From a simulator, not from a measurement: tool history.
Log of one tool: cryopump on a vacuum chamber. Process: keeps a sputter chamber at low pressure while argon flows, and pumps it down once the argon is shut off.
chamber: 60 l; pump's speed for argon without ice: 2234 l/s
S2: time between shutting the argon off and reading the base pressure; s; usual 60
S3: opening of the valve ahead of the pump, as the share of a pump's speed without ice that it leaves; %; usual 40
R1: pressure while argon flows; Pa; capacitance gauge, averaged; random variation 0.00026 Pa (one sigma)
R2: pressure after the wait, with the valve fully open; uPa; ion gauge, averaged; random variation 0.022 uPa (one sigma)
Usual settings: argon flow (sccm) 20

run 1 hour=0 | argon_flow_(sccm)=20 S2=60 S3=40 | R1=0.0387 R2=0.96
run 2 hour=35.7 | argon_flow_(sccm)=20 S2=60 S3=40 | R1=0.0388 R2=1.01
run 3 hour=75.5 | argon_flow_(sccm)=20 S2=60 S3=40 | R1=0.0388 R2=1
run 4 hour=111.9 | argon_flow_(sccm)=20 S2=60 S3=40 | R1=0.0391 R2=1.01
run 5 hour=146.3 | argon_flow_(sccm)=20 S2=60 S3=40 | R1=0.0389 R2=1.04
run 6 hour=202 | argon_flow_(sccm)=20 S2=60 S3=40 | R1=0.0394 R2=1.07
run 7 hour=229.8 | argon_flow_(sccm)=9 S2=60 S3=40 | R1=0.0181 R2=1.14
run 8 hour=268.9 | argon_flow_(sccm)=20 S2=39 S3=28 | R1=0.0561 R2=1.39
run 9 hour=321.8 | argon_flow_(sccm)=29 S2=21 S3=17 | R1=0.1319 R2=1.97
run 10 hour=349.9 | argon_flow_(sccm)=16 S2=39 S3=40 | R1=0.0323 R2=1.4
run 11 hour=381.1 | argon_flow_(sccm)=16 S2=26 S3=25 | R1=0.0507 R2=1.8
-- hour=398.3 pump warmed up, emptied and cooled again
run 12 hour=443 | argon_flow_(sccm)=9 S2=60 S3=40 | R1=0.0171 R2=1.2
run 13 hour=472.4 | argon_flow_(sccm)=9 S2=60 S3=40 | R1=0.0176 R2=1.18

Forecast each of these 4 alternatives for the next run:
run A hour=509.3 | argon_flow_(sccm)=20 S2=210 S3=16 | R1=? R2=?
run B hour=509.3 | argon_flow_(sccm)=23 S2=33 S3=22 | R1=? R2=?
run C hour=509.3 | argon_flow_(sccm)=27 S2=25 S3=38 | R1=? R2=?
run D hour=509.3 | argon_flow_(sccm)=9 S2=126 S3=45 | R1=? R2=?

run=A R1=0.0955 R2=0.9
run=B R1=0.0802 R2=1.57
run=C R1=0.0547 R2=1.79
run=D R1=0.0155 R2=1
Without the tool's hidden state the same runs would have given:
run=A R1=0.0951 R2=0.24
run=B R1=0.0797 R2=0.91
run=C R1=0.054 R2=1.15
run=D R1=0.0152 R2=0.33
